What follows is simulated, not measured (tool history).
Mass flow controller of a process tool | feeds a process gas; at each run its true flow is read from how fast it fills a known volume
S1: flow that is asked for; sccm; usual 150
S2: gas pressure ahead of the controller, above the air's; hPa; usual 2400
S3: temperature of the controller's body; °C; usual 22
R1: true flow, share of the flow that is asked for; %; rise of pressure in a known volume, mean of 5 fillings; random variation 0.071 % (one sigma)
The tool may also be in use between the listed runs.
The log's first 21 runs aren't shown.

run	hour	S1	S2	S3	R1
22	3122.7	275	1640	38	97.15
23	3302.1	275	1640	38	97.12
24	3476.8	424	2360	28	98.57
25	3639.6	424	2360	28	98.63
26	3773.3	424	2360	28	98.61
27	3956.0	424	2360	28	98.54
28	4078.4	374	1600	35	97.41
29	4231.2	374	1600	35	97.38
30	4389.7	426	2140	22	98.85
31	4534.1	426	1870	25	98.52
32	4719.2	426	1870	25	98.45
33	4893.1	426	1870	25	98.32
34	4996.7	412	1460	24	98.35
35	5132.3	159	1760	22	97.84
36	5224.7	427	2340	22	98.70
37	5327.7	316	2670	33	97.24
38	5504.2	89	2670	33	96.63
39	5713.0	89	2670	33	96.75
40	5910.9	89	2670	33	96.60
# hour 5962.6: gauge calibrated
41	6057.9	143	1640	40	97.46
42	6262.8	150	2400	24	99.24

3 ways to go on from here, each from the tool as it stands after run 42. What would each give?
A	6354.8	150	1730	28	?
B	6354.8	75	2400	27	?
C	6354.8	119	1750	34	?

run	R1
A	98.64
B	98.67
C	98.00
Without the tool's hidden state the same runs would have given:
run	R1
A	98.75
B	98.79
C	98.12
